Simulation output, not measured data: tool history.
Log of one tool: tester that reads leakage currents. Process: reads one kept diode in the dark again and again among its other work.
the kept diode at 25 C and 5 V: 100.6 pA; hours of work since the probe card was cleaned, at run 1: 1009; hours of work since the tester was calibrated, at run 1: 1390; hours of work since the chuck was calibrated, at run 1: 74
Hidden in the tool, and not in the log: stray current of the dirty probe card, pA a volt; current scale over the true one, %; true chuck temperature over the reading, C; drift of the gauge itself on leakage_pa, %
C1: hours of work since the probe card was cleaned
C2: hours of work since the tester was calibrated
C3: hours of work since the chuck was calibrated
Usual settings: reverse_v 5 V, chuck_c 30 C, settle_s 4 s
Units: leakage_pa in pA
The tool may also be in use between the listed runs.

run 1 hour=0 | reverse_v=5 chuck_c=30 settle_s=4 | C1=1009 C2=1390 C3=74 | leakage_pa=147.26
-- hour=28 probe card cleaned and baked
run 2 hour=70.3 | reverse_v=5 chuck_c=56 settle_s=4 | C1=19 C2=1420 C3=104 | leakage_pa=806.25
run 3 hour=118.9 | reverse_v=5 chuck_c=30 settle_s=4 | C1=41 C2=1441 C3=126 | leakage_pa=148.8
run 4 hour=179.1 | reverse_v=5 chuck_c=30 settle_s=4 | C1=68 C2=1468 C3=153 | leakage_pa=148.09
run 5 hour=259.3 | reverse_v=6.81 chuck_c=30 settle_s=4 | C1=104 C2=1504 C3=188 | leakage_pa=170.43
run 6 hour=306.1 | reverse_v=6.81 chuck_c=30 settle_s=4 | C1=125 C2=1525 C3=209 | leakage_pa=171.43
run 7 hour=366.8 | reverse_v=6.81 chuck_c=56 settle_s=2.74 | C1=152 C2=1553 C3=237 | leakage_pa=914.05
run 8 hour=440.9 | reverse_v=6.81 chuck_c=56 settle_s=2.74 | C1=185 C2=1586 C3=270 | leakage_pa=919.73
-- hour=461.3 probe card cleaned and baked, once more
run 9 hour=533.7 | reverse_v=6.81 chuck_c=25 settle_s=2.74 | C1=32 C2=1626 C3=310 | leakage_pa=113.99
run 10 hour=574 | reverse_v=6.81 chuck_c=25 settle_s=2.74 | C1=50 C2=1644 C3=328 | leakage_pa=114.04
run 11 hour=628.3 | reverse_v=3.94 chuck_c=38 settle_s=1.28 | C1=75 C2=1668 C3=352 | leakage_pa=231.25

Forecast each of these 5 alternatives for the next run:
run A hour=721.9 | reverse_v=5 chuck_c=43 settle_s=4.28 | C1=117 C2=1710 C3=394 | leakage_pa=?
run B hour=721.9 | reverse_v=5 chuck_c=21 settle_s=0.3 | C1=117 C2=1710 C3=394 | leakage_pa=?
run C hour=721.9 | reverse_v=15.41 chuck_c=30 settle_s=4 | C1=117 C2=1710 C3=394 | leakage_pa=?
run D hour=721.9 | reverse_v=2.31 chuck_c=38 settle_s=1.49 | C1=117 C2=1710 C3=394 | leakage_pa=?
run E hour=721.9 | reverse_v=4.47 chuck_c=29 settle_s=1.67 | C1=117 C2=1710 C3=394 | leakage_pa=?

run=A leakage_pa=355.01
run=B leakage_pa=78.01
run=C leakage_pa=228.48
run=D leakage_pa=186.44
run=E leakage_pa=129.89
Without the tool's hidden state the same runs would have given:
run=A leakage_pa=355.19
run=B leakage_pa=77.65
run=C leakage_pa=227.42
run=D leakage_pa=186.52
run=E leakage_pa=129.64

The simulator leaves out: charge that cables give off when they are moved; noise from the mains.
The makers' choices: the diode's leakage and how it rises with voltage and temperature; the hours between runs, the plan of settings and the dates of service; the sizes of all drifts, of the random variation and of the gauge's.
